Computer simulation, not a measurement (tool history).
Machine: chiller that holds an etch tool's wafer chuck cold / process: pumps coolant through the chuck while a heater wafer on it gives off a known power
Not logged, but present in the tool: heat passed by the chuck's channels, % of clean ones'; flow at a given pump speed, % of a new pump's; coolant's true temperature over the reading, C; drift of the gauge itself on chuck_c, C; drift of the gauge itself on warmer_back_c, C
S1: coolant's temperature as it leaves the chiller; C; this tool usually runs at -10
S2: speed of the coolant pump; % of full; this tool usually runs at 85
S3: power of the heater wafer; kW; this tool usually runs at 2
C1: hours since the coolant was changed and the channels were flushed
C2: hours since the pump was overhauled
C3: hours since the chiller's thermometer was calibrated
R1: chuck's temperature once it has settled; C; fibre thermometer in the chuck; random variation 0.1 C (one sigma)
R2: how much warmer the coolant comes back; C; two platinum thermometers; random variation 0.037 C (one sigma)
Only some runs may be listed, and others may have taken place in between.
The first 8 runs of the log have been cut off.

Run 9, hour 197.3: usual settings but S2 97 % of full; C1 3833; C2 1245; C3 2243. Result: R1 3.1 C, R2 6.81 C.
Run 10, hour 219.8: usual settings but S2 97 % of full; C1 3856; C2 1268; C3 2266. Result: R1 3.3 C, R2 6.84 C.
Run 11, hour 246.6: usual settings; C1 3882; C2 1294; C3 2292. Result: R1 4.4 C, R2 7.71 C.
Run 12, hour 264.1: usual settings but S1 -5 C; C1 3900; C2 1312; C3 2310. Result: R1 9.4 C, R2 7.72 C.
Run 13, hour 289.6: usual settings but S1 -5 C, S2 100 % of full; C1 3925; C2 1337; C3 2335. Result: R1 8.1 C, R2 6.76 C.
At hour 318.4: coolant changed, channels flushed.
Run 14, hour 321.2: usual settings but S3 2.288 kW; C1 3; C2 1363; C3 2361. Result: R1 6.4 C, R2 8.91 C.
Run 15, hour 355: usual settings but S3 2.288 kW; C1 37; C2 1397; C3 2395. Result: R1 6.4 C, R2 8.88 C.
At hour 373.2: gauge calibrated.
Run 16, hour 383.3: usual settings but S3 2.288 kW; C1 65; C2 1425; C3 2423. Result: R1 6.6 C, R2 8.56 C.
Run 17, hour 414.8: usual settings but S3 2.288 kW; C1 96; C2 1457; C3 2455. Result: R1 6.4 C, R2 8.63 C.
Run 18, hour 446.2: usual settings but S2 68 % of full, S3 2.288 kW; C1 128; C2 1488; C3 2486. Result: R1 8.9 C, R2 10.68 C.
Run 19, hour 475.4: usual settings but S2 68 % of full, S3 2.288 kW; C1 157; C2 1517; C3 2515. Result: R1 8.9 C, R2 10.67 C.
Run 20, hour 508.8: usual settings but S2 68 % of full, S3 2.288 kW; C1 190; C2 1551; C3 2549. Result: R1 9 C, R2 10.72 C.

Run 21 has not been measured yet. What should we expect?
Run 21, hour 543.9: usual settings but S2 95 % of full, S3 1.42 kW; C1 226; C2 1586; C3 2584. Result: R1 ?, R2 ?.

Run 21 measured R1 -0.4 C, R2 4.92 C.
Minus the tool's unlogged condition, the same run would have read R1 -0.4 C, R2 4.75 C.

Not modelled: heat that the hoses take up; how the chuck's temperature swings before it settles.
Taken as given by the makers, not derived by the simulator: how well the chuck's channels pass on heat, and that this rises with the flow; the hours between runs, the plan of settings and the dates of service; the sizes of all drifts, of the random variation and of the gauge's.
